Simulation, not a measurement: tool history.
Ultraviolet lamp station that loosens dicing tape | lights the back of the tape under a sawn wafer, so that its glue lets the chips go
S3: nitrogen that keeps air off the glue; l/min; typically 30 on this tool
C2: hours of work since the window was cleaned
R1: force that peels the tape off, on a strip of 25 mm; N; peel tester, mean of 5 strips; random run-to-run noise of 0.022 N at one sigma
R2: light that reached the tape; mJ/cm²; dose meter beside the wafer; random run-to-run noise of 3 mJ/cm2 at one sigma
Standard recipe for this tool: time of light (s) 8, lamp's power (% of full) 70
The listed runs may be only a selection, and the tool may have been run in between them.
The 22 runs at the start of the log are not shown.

{"run": 23, "hour": 879.7, "time of light (s)": 8, "lamp's power (% of full)": 70, "S3": 33, "hours of work of the lamp": 824, "C2": 468, "R1": 1.017, "R2": 438}
{"run": 24, "hour": 911.2, "time of light (s)": 8, "lamp's power (% of full)": 89, "S3": 25, "hours of work of the lamp": 848, "C2": 492, "R1": 0.76, "R2": 566}
{"hour": 949.1, "done": "lamp changed"}
{"run": 25, "hour": 967.9, "time of light (s)": 14, "lamp's power (% of full)": 97, "S3": 30, "hours of work of the lamp": 15, "C2": 536, "R1": 0.27, "R2": 1085}
{"run": 26, "hour": 1014.0, "time of light (s)": 16, "lamp's power (% of full)": 79, "S3": 29, "hours of work of the lamp": 51, "C2": 572, "R1": 0.286, "R2": 1004}
{"run": 27, "hour": 1044.2, "time of light (s)": 7, "lamp's power (% of full)": 93, "S3": 29, "hours of work of the lamp": 74, "C2": 595, "R1": 0.811, "R2": 512}
{"hour": 1063.4, "done": "window cleaned of glue's vapour"}
{"run": 28, "hour": 1088.8, "time of light (s)": 7, "lamp's power (% of full)": 93, "S3": 29, "hours of work of the lamp": 109, "C2": 20, "R1": 0.804, "R2": 516}
{"run": 29, "hour": 1141.6, "time of light (s)": 7, "lamp's power (% of full)": 93, "S3": 29, "hours of work of the lamp": 150, "C2": 61, "R1": 0.806, "R2": 524}
{"run": 30, "hour": 1185.4, "time of light (s)": 8, "lamp's power (% of full)": 93, "S3": 17, "hours of work of the lamp": 184, "C2": 95, "R1": 0.847, "R2": 590}
{"run": 31, "hour": 1217.0, "time of light (s)": 7, "lamp's power (% of full)": 64, "S3": 10, "hours of work of the lamp": 208, "C2": 120, "R1": 2.274, "R2": 358}
{"run": 32, "hour": 1247.3, "time of light (s)": 15, "lamp's power (% of full)": 67, "S3": 35, "hours of work of the lamp": 232, "C2": 143, "R1": 0.374, "R2": 798}
{"run": 33, "hour": 1281.2, "time of light (s)": 9, "lamp's power (% of full)": 84, "S3": 19, "hours of work of the lamp": 258, "C2": 170, "R1": 0.783, "R2": 603}
{"run": 34, "hour": 1324.0, "time of light (s)": 12, "lamp's power (% of full)": 64, "S3": 30, "hours of work of the lamp": 292, "C2": 203, "R1": 0.6, "R2": 606}
{"run": 35, "hour": 1350.8, "time of light (s)": 12, "lamp's power (% of full)": 64, "S3": 30, "hours of work of the lamp": 313, "C2": 224, "R1": 0.635, "R2": 611}
{"run": 36, "hour": 1392.1, "time of light (s)": 5, "lamp's power (% of full)": 98, "S3": 30, "hours of work of the lamp": 345, "C2": 256, "R1": 1.349, "R2": 388}
{"run": 37, "hour": 1446.1, "time of light (s)": 14, "lamp's power (% of full)": 70, "S3": 9, "hours of work of the lamp": 387, "C2": 298, "R1": 0.719, "R2": 782}
{"run": 38, "hour": 1493.7, "time of light (s)": 6, "lamp's power (% of full)": 77, "S3": 30, "hours of work of the lamp": 424, "C2": 335, "R1": 1.429, "R2": 363}
{"run": 39, "hour": 1526.3, "time of light (s)": 6, "lamp's power (% of full)": 77, "S3": 30, "hours of work of the lamp": 449, "C2": 361, "R1": 1.393, "R2": 371}

Expected results for the next run?
{"run": 40, "hour": 1579.6, "time of light (s)": 8, "lamp's power (% of full)": 84, "S3": 30, "hours of work of the lamp": 491, "C2": 402, "R1": "?", "R2": "?"}

R1: 0.766 N
R2: 532 mJ/cm²
With the hidden condition absent and the run-to-run variation left alone, this run would have shown R1 0.762 N, R2 534 mJ/cm².
